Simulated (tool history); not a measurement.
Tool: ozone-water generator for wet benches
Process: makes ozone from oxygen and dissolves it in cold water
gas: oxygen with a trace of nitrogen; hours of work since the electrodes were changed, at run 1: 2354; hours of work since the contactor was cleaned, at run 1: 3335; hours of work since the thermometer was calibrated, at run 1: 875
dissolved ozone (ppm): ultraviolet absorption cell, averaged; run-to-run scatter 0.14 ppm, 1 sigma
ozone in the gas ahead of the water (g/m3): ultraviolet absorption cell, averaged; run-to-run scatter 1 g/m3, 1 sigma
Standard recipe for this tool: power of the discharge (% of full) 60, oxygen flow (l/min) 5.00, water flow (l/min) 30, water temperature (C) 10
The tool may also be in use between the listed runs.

run,hour,power of the discharge (% of full),oxygen flow (l/min),water flow (l/min),water temperature (C),hours of work since the electrodes were changed,hours of work since the contactor was cleaned,hours of work since the thermometer was calibrated,dissolved ozone (ppm),ozone in the gas ahead of the water (g/m3)
1,0.0,60,5.00,30,10,2354,3335,875,15.6,172.7
2,80.5,60,5.00,30,10,2430,3411,951,15.6,173.1
3,205.4,60,5.00,30,5,2547,3528,1068,16.3,172.8
4,335.8,60,5.00,30,5,2670,3651,1191,16.4,172.3
# hour 433.0: contactor cleaned
5,480.3,60,5.00,32,10,2802,44,1323,14.6,174.9
6,620.4,60,5.00,32,10,2933,176,1454,14.7,173.7
7,758.6,60,5.00,32,10,3063,306,1584,14.7,176.0
8,822.6,60,2.67,32,10,3123,366,1644,11.7,230.4
9,974.6,60,2.67,32,10,3266,508,1787,11.8,229.0
10,1108.0,60,2.67,32,10,3391,634,1912,11.8,231.2
11,1213.6,60,2.67,32,10,3490,733,2011,11.8,231.4
12,1282.9,60,2.67,32,10,3555,798,2076,11.8,231.6
13,1404.2,60,2.67,32,10,3669,912,2190,11.7,231.7
14,1532.5,60,2.67,28,10,3789,1032,2310,13.5,231.8
15,1663.2,60,2.67,28,10,3912,1155,2433,13.7,231.4
16,1734.7,60,5.00,30,10,3979,1222,2500,15.6,174.0
17,1881.7,60,5.00,30,10,4117,1360,2638,15.4,176.5
18,1972.6,60,5.00,30,10,4202,1445,2724,15.6,176.7
19,2051.5,60,5.00,45,10,4277,1519,2798,10.2,177.8
20,2120.6,60,5.00,37,10,4341,1584,2863,12.2,177.2
21,2229.7,60,5.00,37,10,4444,1687,2965,12.3,178.1
22,2302.3,60,5.00,37,10,4512,1755,3033,12.6,177.9
23,2400.7,41,6.42,29,15,4604,1847,3125,11.4,111.8
# hour 2481.9: gauge calibrated
24,2503.8,78,5.00,24,10,4701,1944,3222,24.5,218.0
25,2638.8,78,5.00,24,10,4828,2071,3349,24.5,219.7
26,2702.7,99,5.00,36,6,4888,2131,3409,20.8,274.0
27,2786.7,60,5.00,30,13,4967,2210,3488,14.9,172.3
28,2927.5,60,3.31,30,5,5099,2342,3620,14.0,209.4
29,3051.8,60,3.31,30,5,5216,2458,3737,14.2,207.1
30,3151.0,60,3.31,30,5,5309,2552,3830,14.0,207.2
31,3230.6,60,3.31,24,7,5383,2626,3905,17.5,208.2
32,3371.8,60,5.00,26,11,5516,2759,4037,17.6,172.6

For each entry between runs, how does the tool's hidden state at the last listed run before it compare with that at the first listed run after it?
Run 4 -> run 5: contactor cleaned (hour 433.0)
  contactor's efficiency, % of a clean one's: 99.9 -> 100; drift of the gauge itself on gas_g_m3, %: 0.4 -> 0.57
  the result without the hidden state subtracted from the measured one, ozone in the gas ahead of the water (g/m3): +0.5 -> +0.8
Run 23 -> run 24: gauge calibrated (hour 2481.9)
  true water temperature over the reading, C: 0 -> 0.01; drift of the gauge itself on gas_g_m3, %: 2.87 -> 0.03
  the result without the hidden state subtracted from the measured one, ozone in the gas ahead of the water (g/m3): +3.1 -> -0.3
